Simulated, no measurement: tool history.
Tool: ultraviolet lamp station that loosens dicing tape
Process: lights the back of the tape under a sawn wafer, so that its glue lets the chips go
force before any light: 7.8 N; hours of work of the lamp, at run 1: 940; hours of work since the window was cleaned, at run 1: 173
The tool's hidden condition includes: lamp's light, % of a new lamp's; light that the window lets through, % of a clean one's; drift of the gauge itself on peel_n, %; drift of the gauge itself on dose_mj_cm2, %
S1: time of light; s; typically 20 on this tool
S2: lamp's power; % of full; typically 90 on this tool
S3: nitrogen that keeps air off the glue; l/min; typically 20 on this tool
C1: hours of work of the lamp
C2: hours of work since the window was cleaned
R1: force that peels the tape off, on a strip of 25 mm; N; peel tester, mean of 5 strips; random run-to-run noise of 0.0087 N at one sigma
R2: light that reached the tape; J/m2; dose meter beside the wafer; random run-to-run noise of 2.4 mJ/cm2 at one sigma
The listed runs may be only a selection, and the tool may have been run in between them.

run 1 hour=0.0 | S1=20 S2=90 S3=20 | C1=940 C2=173 | R1=0.364 R2=2720
run 2 hour=31.3 | S1=20 S2=90 S3=20 | C1=955 C2=188 | R1=0.364 R2=2720
run 3 hour=76.6 | S1=20 S2=90 S3=20 | C1=976 C2=209 | R1=0.364 R2=2700
run 4 hour=139.7 | S1=20 S2=76 S3=20 | C1=1005 C2=238 | R1=0.496 R2=2340
run 5 hour=167.5 | S1=20 S2=90 S3=20 | C1=1018 C2=251 | R1=0.362 R2=2730
run 6 hour=206.6 | S1=20 S2=90 S3=18 | C1=1036 C2=269 | R1=0.374 R2=2740
run 7 hour=245.2 | S1=20 S2=90 S3=18 | C1=1054 C2=287 | R1=0.383 R2=2750
run 8 hour=305.4 | S1=20 S2=90 S3=18 | C1=1082 C2=315 | R1=0.358 R2=2710
-- hour=331.8 window cleaned of glue's vapour
run 9 hour=356.1 | S1=20 S2=91 S3=20 | C1=1105 C2=11 | R1=0.362 R2=2760
run 10 hour=394.9 | S1=20 S2=91 S3=20 | C1=1123 C2=29 | R1=0.359 R2=2760
run 11 hour=463.0 | S1=20 S2=75 S3=20 | C1=1155 C2=61 | R1=0.471 R2=2260
run 12 hour=497.8 | S1=20 S2=75 S3=20 | C1=1171 C2=77 | R1=0.488 R2=2280
run 13 hour=562.7 | S1=20 S2=90 S3=20 | C1=1201 C2=107 | R1=0.357 R2=2730
run 14 hour=598.0 | S1=20 S2=90 S3=20 | C1=1217 C2=123 | R1=0.367 R2=2670
run 15 hour=633.6 | S1=20 S2=90 S3=12 | C1=1234 C2=140 | R1=0.472 R2=2700
-- hour=664.3 lamp changed
run 16 hour=690.6 | S1=12 S2=80 S3=14 | C1=12 C2=166 | R1=1.375 R2=1440
run 17 hour=744.2 | S1=12 S2=80 S3=14 | C1=37 C2=191 | R1=1.350 R2=1450
run 18 hour=794.5 | S1=12 S2=80 S3=22 | C1=60 C2=214 | R1=1.049 R2=1450
run 19 hour=824.8 | S1=11 S2=62 S3=32 | C1=74 C2=228 | R1=1.639 R2=1060
run 20 hour=868.2 | S1=12 S2=60 S3=20 | C1=95 C2=248 | R1=1.851 R2=1050
run 21 hour=926.0 | S1=23 S2=75 S3=8 | C1=121 C2=275 | R1=0.668 R2=2610
run 22 hour=988.4 | S1=21 S2=99 S3=12 | C1=150 C2=304 | R1=0.356 R2=3150
run 23 hour=1025.0 | S1=15 S2=99 S3=20 | C1=167 C2=321 | R1=0.520 R2=2220
-- hour=1035.8 window cleaned of glue's vapour
run 24 hour=1083.4 | S1=15 S2=97 S3=7 | C1=194 C2=22 | R1=1.030 R2=2230
run 25 hour=1120.8 | S1=15 S2=97 S3=13 | C1=211 C2=39 | R1=0.699 R2=2230
run 26 hour=1182.6 | S1=20 S2=66 S3=20 | C1=240 C2=68 | R1=0.609 R2=2000
run 27 hour=1227.8 | S1=20 S2=66 S3=20 | C1=261 C2=89 | R1=0.645 R2=2020
run 28 hour=1274.0 | S1=20 S2=66 S3=20 | C1=282 C2=110 | R1=0.635 R2=2020

5 options for the next run, each taken on its own from the tool as it stands now. Forecast them:
run A hour=1341.6 | S1=39 S2=90 S3=20 | C1=314 C2=142 | R1=? R2=?
run B hour=1341.6 | S1=27 S2=75 S3=40 | C1=314 C2=142 | R1=? R2=?
run C hour=1341.6 | S1=10 S2=90 S3=20 | C1=314 C2=142 | R1=? R2=?
run D hour=1341.6 | S1=19 S2=70 S3=8 | C1=314 C2=142 | R1=? R2=?
run E hour=1341.6 | S1=17 S2=73 S3=10 | C1=314 C2=142 | R1=? R2=?

run=A R1=0.201 R2=5400
run=B R1=0.250 R2=3070
run=C R1=1.341 R2=1360
run=D R1=1.117 R2=2010
run=E R1=1.090 R2=1870
With no hidden state in the tool, these same runs would have given:
run=A R1=0.201 R2=5400
run=B R1=0.250 R2=3070
run=C R1=1.340 R2=1360
run=D R1=1.116 R2=2020
run=E R1=1.088 R2=1870
